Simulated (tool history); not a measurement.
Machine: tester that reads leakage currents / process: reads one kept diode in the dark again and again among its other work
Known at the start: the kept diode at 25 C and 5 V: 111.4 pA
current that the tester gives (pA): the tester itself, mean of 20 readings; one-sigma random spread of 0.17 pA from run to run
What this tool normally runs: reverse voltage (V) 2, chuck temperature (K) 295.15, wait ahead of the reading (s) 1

| run | hour | reverse voltage (V) | chuck temperature (K) | wait ahead of the reading (s) | current that the tester gives (pA) |
|---|---|---|---|---|---|
| 1 | 0 | 2 | 295.15 | 1 | 56.66 |
| 2 | 196 | 2 | 295.15 | 1 | 56.68 |
| 3 | 389.5 | 2 | 295.15 | 1 | 56.55 |
|  | 411.7 | probe card cleaned and baked |
| 4 | 505.9 | 2 | 295.15 | 1 | 54.28 |
| 5 | 724.7 | 2 | 295.15 | 1 | 54.26 |
| 6 | 885.7 | 2 | 312.15 | 1 | 221.78 |
| 7 | 1022.8 | 2 | 312.15 | 1 | 219.44 |
| 8 | 1242.6 | 4.34 | 295.15 | 1 | 79.35 |
| 9 | 1344.9 | 2 | 295.15 | 1 | 53.59 |
| 10 | 1498.8 | 2 | 295.15 | 1 | 53.76 |
| 11 | 1644.3 | 2 | 295.15 | 6.74 | 53.29 |
| 12 | 1868.9 | 2 | 295.15 | 6.74 | 53.41 |
| 13 | 2034.2 | 2 | 309.15 | 1 | 171.94 |
| 14 | 2174.3 | 2 | 309.15 | 1 | 171.23 |
| 15 | 2324.9 | 2 | 309.15 | 1 | 172.53 |
| 16 | 2508.4 | 2 | 295.15 | 1 | 53.72 |
| 17 | 2691.3 | 2 | 295.15 | 7.18 | 52.67 |
| 18 | 2827.9 | 2 | 295.15 | 7.18 | 52.64 |
| 19 | 3058.2 | 2 | 295.15 | 7.18 | 52.51 |

Estimate the outcome of run 20 from the log above:
| 20 | 3293.2 | 2 | 295.15 | 1 | ? |

{"run 20": {"current that the tester gives (pA)": 52.98}}
With no hidden state in the tool, this same run would have given current that the tester gives (pA) 55.18.

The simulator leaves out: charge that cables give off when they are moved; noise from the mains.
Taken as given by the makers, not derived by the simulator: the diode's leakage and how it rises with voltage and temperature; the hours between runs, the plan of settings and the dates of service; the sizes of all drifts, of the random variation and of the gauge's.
